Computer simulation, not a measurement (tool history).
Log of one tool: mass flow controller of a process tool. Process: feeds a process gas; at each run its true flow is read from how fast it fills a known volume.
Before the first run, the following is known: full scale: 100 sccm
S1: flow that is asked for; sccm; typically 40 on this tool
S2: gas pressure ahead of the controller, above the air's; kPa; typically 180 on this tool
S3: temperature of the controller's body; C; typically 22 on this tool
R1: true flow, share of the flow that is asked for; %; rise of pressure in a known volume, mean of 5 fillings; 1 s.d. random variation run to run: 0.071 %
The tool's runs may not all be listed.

run 1 hour=0.0 | S1=40 S2=180 S3=22 | R1=99.22
run 2 hour=280.1 | S1=40 S2=180 S3=22 | R1=99.23
run 3 hour=568.3 | S1=40 S2=210 S3=22 | R1=99.12
run 4 hour=797.9 | S1=40 S2=210 S3=22 | R1=99.15
run 5 hour=1050.9 | S1=40 S2=210 S3=22 | R1=99.01
run 6 hour=1364.4 | S1=40 S2=210 S3=37 | R1=96.99
run 7 hour=1640.8 | S1=16 S2=210 S3=37 | R1=96.03
run 8 hour=1985.6 | S1=24 S2=180 S3=22 | R1=98.18
run 9 hour=2181.6 | S1=21 S2=230 S3=24 | R1=97.92
run 10 hour=2527.7 | S1=21 S2=230 S3=24 | R1=97.90
run 11 hour=2729.6 | S1=82 S2=162 S3=28 | R1=98.26
run 12 hour=2999.7 | S1=20 S2=184 S3=22 | R1=97.55

Predict each of these 5 candidate next runs independently; none follows another, all start after run 12:
run A hour=3203.8 | S1=37 S2=184 S3=39 | R1=?
run B hour=3203.8 | S1=16 S2=165 S3=22 | R1=?
run C hour=3203.8 | S1=20 S2=184 S3=23 | R1=?
run D hour=3203.8 | S1=74 S2=225 S3=26 | R1=?
run E hour=3203.8 | S1=22 S2=277 S3=33 | R1=?

run=A R1=96.17
run=B R1=96.97
run=C R1=97.31
run=D R1=98.46
run=E R1=96.49
Without the tool's hidden state the same runs would have given:
run=A R1=97.77
run=B R1=99.59
run=C R1=99.56
run=D R1=99.68
run=E R1=98.62
